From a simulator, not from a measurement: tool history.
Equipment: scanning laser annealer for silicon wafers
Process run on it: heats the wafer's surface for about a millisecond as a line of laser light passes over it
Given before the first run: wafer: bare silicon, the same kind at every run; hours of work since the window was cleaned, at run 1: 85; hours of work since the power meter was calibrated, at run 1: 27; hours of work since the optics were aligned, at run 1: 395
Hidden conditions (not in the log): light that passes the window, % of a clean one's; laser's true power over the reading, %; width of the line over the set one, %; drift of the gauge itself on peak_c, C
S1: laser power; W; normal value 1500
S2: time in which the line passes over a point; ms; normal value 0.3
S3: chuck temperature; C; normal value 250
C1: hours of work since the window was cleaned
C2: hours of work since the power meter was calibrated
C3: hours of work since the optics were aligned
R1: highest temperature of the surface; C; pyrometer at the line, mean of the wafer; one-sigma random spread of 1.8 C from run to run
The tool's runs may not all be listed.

Run 1, hour 0: usual settings; C1 85; C2 27; C3 395. Result: R1 977 C.
Run 2, hour 6.8: usual settings but S1 1581 W; C1 89; C2 31; C3 398. Result: R1 1022 C.
Run 3, hour 14: usual settings but S1 1581 W; C1 93; C2 35; C3 402. Result: R1 1021 C.
Run 4, hour 21.1: usual settings but S1 1581 W; C1 96; C2 38; C3 406. Result: R1 1019 C.
Run 5, hour 33.7: usual settings but S1 1581 W; C1 103; C2 45; C3 413. Result: R1 1021 C.
Run 6, hour 41.8: usual settings but S3 211 C; C1 107; C2 49; C3 417. Result: R1 933 C.
Run 7, hour 51.5: usual settings but S3 211 C; C1 112; C2 54; C3 422. Result: R1 940 C.
Run 8, hour 64.7: usual settings; C1 119; C2 61; C3 429. Result: R1 975 C.
Run 9, hour 77.5: usual settings; C1 126; C2 68; C3 436. Result: R1 975 C.
Run 10, hour 86.9: usual settings; C1 131; C2 73; C3 441. Result: R1 975 C.
Run 11, hour 98.8: usual settings; C1 137; C2 79; C3 447. Result: R1 972 C.
Run 12, hour 107.8: usual settings; C1 142; C2 84; C3 452. Result: R1 975 C.
Run 13, hour 118.6: usual settings; C1 148; C2 90; C3 457. Result: R1 974 C.
Run 14, hour 131: usual settings; C1 154; C2 96; C3 464. Result: R1 973 C.
Run 15, hour 137.9: usual settings; C1 158; C2 100; C3 468. Result: R1 975 C.
Run 16, hour 150: usual settings; C1 164; C2 106; C3 474. Result: R1 973 C.
Run 17, hour 161.5: usual settings; C1 170; C2 112; C3 480. Result: R1 976 C.
Run 18, hour 173.1: usual settings but S3 246 C; C1 177; C2 119; C3 486. Result: R1 972 C.
Run 19, hour 180: usual settings; C1 180; C2 122; C3 490. Result: R1 971 C.
Run 20, hour 192: usual settings but S1 1485 W; C1 187; C2 128; C3 496. Result: R1 963 C.
Run 21, hour 201.6: usual settings but S1 1485 W; C1 192; C2 134; C3 501. Result: R1 964 C.
Run 22, hour 209.7: usual settings but S1 1589 W; C1 196; C2 138; C3 505. Result: R1 1018 C.
Run 23, hour 215.5: usual settings but S1 1589 W, S2 0.318 ms; C1 199; C2 141; C3 508. Result: R1 1044 C.
Run 24, hour 226.4: usual settings but S1 1474 W, S2 0.262 ms, S3 260 C; C1 205; C2 147; C3 514. Result: R1 911 C.
Run 25, hour 236.7: usual settings but S1 1405 W, S2 0.262 ms, S3 283 C; C1 210; C2 152; C3 520. Result: R1 903 C.
Run 26, hour 248.7: usual settings but S1 1405 W, S2 0.262 ms, S3 283 C; C1 216; C2 158; C3 526. Result: R1 901 C.
Run 27, hour 257: usual settings but S1 1445 W, S2 0.262 ms, S3 237 C; C1 221; C2 163; C3 530. Result: R1 877 C.
Run 28, hour 269.3: usual settings but S1 1562 W, S2 0.262 ms, S3 260 C; C1 227; C2 169; C3 537. Result: R1 953 C.
Run 29, hour 281.9: usual settings but S1 1562 W, S2 0.262 ms, S3 260 C; C1 234; C2 176; C3 544. Result: R1 954 C.
Run 30, hour 294.2: usual settings but S1 1562 W, S2 0.262 ms, S3 260 C; C1 240; C2 182; C3 550. Result: R1 954 C.
Run 31, hour 300: usual settings but S1 1562 W, S2 0.262 ms, S3 260 C; C1 244; C2 186; C3 553. Result: R1 955 C.
Run 32, hour 312.2: usual settings but S1 1630 W, S2 0.249 ms, S3 223 C; C1 250; C2 192; C3 560. Result: R1 925 C.
Run 33, hour 322.9: usual settings but S1 1410 W, S2 0.288 ms, S3 223 C; C1 256; C2 198; C3 565. Result: R1 873 C.
Run 34, hour 333.8: usual settings but S2 0.308 ms; C1 261; C2 203; C3 571. Result: R1 977 C.
Run 35, hour 340.8: usual settings but S2 0.308 ms; C1 265; C2 207; C3 575. Result: R1 975 C.
Run 36, hour 352.1: usual settings but S1 1358 W, S2 0.316 ms, S3 229 C; C1 271; C2 213; C3 581. Result: R1 887 C.
Run 37, hour 358.7: usual settings but S1 1358 W, S2 0.316 ms, S3 229 C; C1 275; C2 216; C3 584. Result: R1 893 C.
Run 38, hour 372: usual settings but S1 1427 W, S3 255 C; C1 282; C2 224; C3 591. Result: R1 930 C.
Run 39, hour 378.6: usual settings but S1 1398 W, S2 0.252 ms, S3 215 C; C1 285; C2 227; C3 595. Result: R1 809 C.
Run 40, hour 388.9: usual settings but S1 1286 W; C1 290; C2 232; C3 600. Result: R1 853 C.
Run 41, hour 396.3: usual settings but S1 1286 W; C1 294; C2 236; C3 604. Result: R1 852 C.
Run 42, hour 406.8: usual settings but S2 0.339 ms, S3 279 C; C1 300; C2 242; C3 609. Result: R1 1046 C.

What if the next run were any one of these 3? Each begins from the tool's condition after run 42:
Run A, hour 414.8: usual settings but S1 1348 W, S3 229 C; C1 304; C2 246; C3 614. Result: R1 ?.
Run B, hour 414.8: usual settings but S3 232 C; C1 304; C2 246; C3 614. Result: R1 ?.
Run C, hour 414.8: usual settings but S1 1280 W, S2 0.309 ms, S3 215 C; C1 304; C2 246; C3 614. Result: R1 ?.

run   R1
  A  865
  B  947
  C  826
With the hidden condition removed and each run's random variation left untouched, the same runs would have given:
run   R1
  A  891
  B  977
  C  851
